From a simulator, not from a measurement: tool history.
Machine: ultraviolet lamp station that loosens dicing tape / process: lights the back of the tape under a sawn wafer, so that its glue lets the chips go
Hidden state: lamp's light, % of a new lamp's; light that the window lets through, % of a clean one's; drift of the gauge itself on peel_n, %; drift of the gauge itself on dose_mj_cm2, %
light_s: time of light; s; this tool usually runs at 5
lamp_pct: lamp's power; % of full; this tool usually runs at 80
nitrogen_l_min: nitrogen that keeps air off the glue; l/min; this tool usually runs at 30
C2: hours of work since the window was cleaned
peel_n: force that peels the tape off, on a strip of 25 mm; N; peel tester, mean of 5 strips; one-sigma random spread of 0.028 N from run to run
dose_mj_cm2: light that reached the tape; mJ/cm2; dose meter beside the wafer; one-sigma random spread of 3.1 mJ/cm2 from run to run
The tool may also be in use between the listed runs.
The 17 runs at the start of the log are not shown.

run 18 hour=510.9 | light_s=5 lamp_pct=80 nitrogen_l_min=31 | hours_of_work_of_the_lamp=707 C2=38 | peel_n=2.095 dose_mj_cm2=370
run 19 hour=542.4 | light_s=5 lamp_pct=80 nitrogen_l_min=27 | hours_of_work_of_the_lamp=724 C2=55 | peel_n=2.359 dose_mj_cm2=370
run 20 hour=567.1 | light_s=5 lamp_pct=80 nitrogen_l_min=27 | hours_of_work_of_the_lamp=738 C2=69 | peel_n=2.362 dose_mj_cm2=361
run 21 hour=593.8 | light_s=5 lamp_pct=80 nitrogen_l_min=27 | hours_of_work_of_the_lamp=753 C2=84 | peel_n=2.391 dose_mj_cm2=361
run 22 hour=623.3 | light_s=5 lamp_pct=80 nitrogen_l_min=27 | hours_of_work_of_the_lamp=769 C2=100 | peel_n=2.547 dose_mj_cm2=354
run 23 hour=643.1 | light_s=5 lamp_pct=80 nitrogen_l_min=27 | hours_of_work_of_the_lamp=780 C2=111 | peel_n=2.513 dose_mj_cm2=356
run 24 hour=674.3 | light_s=5 lamp_pct=63 nitrogen_l_min=34 | hours_of_work_of_the_lamp=797 C2=128 | peel_n=2.945 dose_mj_cm2=276
run 25 hour=713.5 | light_s=3 lamp_pct=81 nitrogen_l_min=10 | hours_of_work_of_the_lamp=819 C2=150 | peel_n=6.331 dose_mj_cm2=209
run 26 hour=730.7 | light_s=6 lamp_pct=70 nitrogen_l_min=10 | hours_of_work_of_the_lamp=828 C2=159 | peel_n=4.051 dose_mj_cm2=356
run 27 hour=765.1 | light_s=8 lamp_pct=80 nitrogen_l_min=30 | hours_of_work_of_the_lamp=847 C2=178 | peel_n=1.082 dose_mj_cm2=542
run 28 hour=803.8 | light_s=6 lamp_pct=80 nitrogen_l_min=24 | hours_of_work_of_the_lamp=869 C2=200 | peel_n=2.211 dose_mj_cm2=403
run 29 hour=833.2 | light_s=6 lamp_pct=80 nitrogen_l_min=24 | hours_of_work_of_the_lamp=885 C2=216 | peel_n=2.290 dose_mj_cm2=401
-- hour=847.8 window cleaned of glue's vapour
run 30 hour=868.1 | light_s=6 lamp_pct=80 nitrogen_l_min=24 | hours_of_work_of_the_lamp=904 C2=11 | peel_n=2.065 dose_mj_cm2=415
run 31 hour=888.2 | light_s=4 lamp_pct=68 nitrogen_l_min=18 | hours_of_work_of_the_lamp=915 C2=22 | peel_n=4.759 dose_mj_cm2=237
run 32 hour=922.7 | light_s=4 lamp_pct=68 nitrogen_l_min=18 | hours_of_work_of_the_lamp=934 C2=42 | peel_n=4.711 dose_mj_cm2=234
run 33 hour=948.0 | light_s=5 lamp_pct=74 nitrogen_l_min=30 | hours_of_work_of_the_lamp=948 C2=56 | peel_n=2.811 dose_mj_cm2=313
run 34 hour=966.5 | light_s=3 lamp_pct=82 nitrogen_l_min=50 | hours_of_work_of_the_lamp=959 C2=66 | peel_n=3.681 dose_mj_cm2=204
run 35 hour=993.4 | light_s=3 lamp_pct=82 nitrogen_l_min=50 | hours_of_work_of_the_lamp=974 C2=81 | peel_n=3.699 dose_mj_cm2=203
run 36 hour=1028.4 | light_s=7 lamp_pct=64 nitrogen_l_min=14 | hours_of_work_of_the_lamp=993 C2=100 | peel_n=3.403 dose_mj_cm2=367
run 37 hour=1054.4 | light_s=5 lamp_pct=72 nitrogen_l_min=25 | hours_of_work_of_the_lamp=1007 C2=114 | peel_n=3.436 dose_mj_cm2=290
run 38 hour=1076.9 | light_s=5 lamp_pct=72 nitrogen_l_min=25 | hours_of_work_of_the_lamp=1020 C2=127 | peel_n=3.378 dose_mj_cm2=288
run 39 hour=1093.2 | light_s=5 lamp_pct=72 nitrogen_l_min=25 | hours_of_work_of_the_lamp=1029 C2=136 | peel_n=3.385 dose_mj_cm2=289
run 40 hour=1123.6 | light_s=5 lamp_pct=80 nitrogen_l_min=30 | hours_of_work_of_the_lamp=1046 C2=153 | peel_n=2.730 dose_mj_cm2=314
run 41 hour=1153.3 | light_s=5 lamp_pct=96 nitrogen_l_min=21 | hours_of_work_of_the_lamp=1062 C2=169 | peel_n=2.688 dose_mj_cm2=373

Run 42 is up next; what results do you expect?
run 42 hour=1175.2 | light_s=5 lamp_pct=96 nitrogen_l_min=21 | hours_of_work_of_the_lamp=1074 C2=181 | peel_n=? dose_mj_cm2=?

{"run 42": {"peel_n": 2.586, "dose_mj_cm2": 372}}
Without the tool's hidden state the same run would have given peel_n 1.238 N, dose_mj_cm2 578 mJ/cm2.
